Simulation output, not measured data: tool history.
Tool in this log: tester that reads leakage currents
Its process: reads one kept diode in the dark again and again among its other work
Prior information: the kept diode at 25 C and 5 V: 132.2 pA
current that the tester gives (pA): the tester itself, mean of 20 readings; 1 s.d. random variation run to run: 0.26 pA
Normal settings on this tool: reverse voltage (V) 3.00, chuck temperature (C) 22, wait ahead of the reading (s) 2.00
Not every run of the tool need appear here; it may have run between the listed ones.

run	hour	reverse voltage (V)	chuck temperature (C)	wait ahead of the reading (s)	current that the tester gives (pA)
1	0.0	3.00	22	2.00	78.23
2	35.1	3.00	22	2.00	77.80
3	64.9	3.00	22	3.17	77.47
4	92.3	3.00	22	3.17	77.56
5	134.6	3.00	22	3.17	76.96
6	153.9	2.99	22	3.17	76.90
7	179.4	2.99	22	3.17	76.74
8	203.4	3.00	22	2.00	76.42
9	236.3	5.82	58	2.14	1118.45
10	259.0	3.18	24	0.33	91.49
11	278.9	4.31	22	1.68	88.61
12	307.7	4.31	22	1.68	88.39
13	335.6	5.37	20	7.25	81.98
14	375.5	3.00	22	2.61	75.15
# hour 415.0: chuck's temperature calibrated
15	420.5	3.00	22	2.61	86.93

What if the next run were any one of these 4? Each begins from the tool's condition after run 15:
A	438.9	3.00	53	2.00	?
B	438.9	1.93	56	3.98	?
C	438.9	1.50	22	2.61	?
D	438.9	3.00	50	2.61	?

run	current that the tester gives (pA)
A	695.65
B	700.16
C	65.67
D	582.15
The same runs, with their run-to-run variation unchanged, on a tool lacking any hidden condition would have given:
run	current that the tester gives (pA)
A	693.70
B	698.25
C	65.42
D	580.50

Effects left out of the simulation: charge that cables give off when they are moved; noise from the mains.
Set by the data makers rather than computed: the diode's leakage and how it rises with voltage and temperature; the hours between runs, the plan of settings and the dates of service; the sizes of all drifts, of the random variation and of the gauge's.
